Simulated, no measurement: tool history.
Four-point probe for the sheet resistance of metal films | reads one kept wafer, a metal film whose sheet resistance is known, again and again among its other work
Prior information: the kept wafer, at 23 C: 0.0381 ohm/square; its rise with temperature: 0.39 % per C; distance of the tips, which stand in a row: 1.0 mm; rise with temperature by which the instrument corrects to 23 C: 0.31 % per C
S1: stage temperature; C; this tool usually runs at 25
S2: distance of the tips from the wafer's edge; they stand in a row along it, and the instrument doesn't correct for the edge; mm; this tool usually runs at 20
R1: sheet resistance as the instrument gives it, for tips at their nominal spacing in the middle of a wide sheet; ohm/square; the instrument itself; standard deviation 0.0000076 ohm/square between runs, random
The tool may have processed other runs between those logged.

run   hour  S1  S2        R1
  1      0  25  20  0.038478
  2   56.6  25  20  0.038496
  3  161.4  25  20  0.038477
  4  250.3  25  20  0.038511
     257.7  -- stage's thermometer calibrated
  5  350.9  33  20  0.038712
  6  411.9  34  20  0.038762
  7  492.1  34  20  0.038747
  8    545  18  74  0.038264
  9  628.8  25  19   0.03853
     657.2  -- stage's thermometer calibrated, once more
 10  737.7  35  20  0.038846

Consider 4 possible next runs. They are alternatives, not a sequence: every one starts from the tool as it was left by run 10. What does each give?
  A  797.3  25  20   ?
  B  797.3  22   5   ?
  C  797.3  28   5   ?
  D  797.3  24  20   ?

run        R1
  A  0.038577
  B  0.039251
  C  0.039418
  D  0.038533
Stripped of hidden state, with their random variation kept, the same runs would have yielded:
run        R1
  A  0.038212
  B  0.038881
  C  0.039046
  D  0.038169
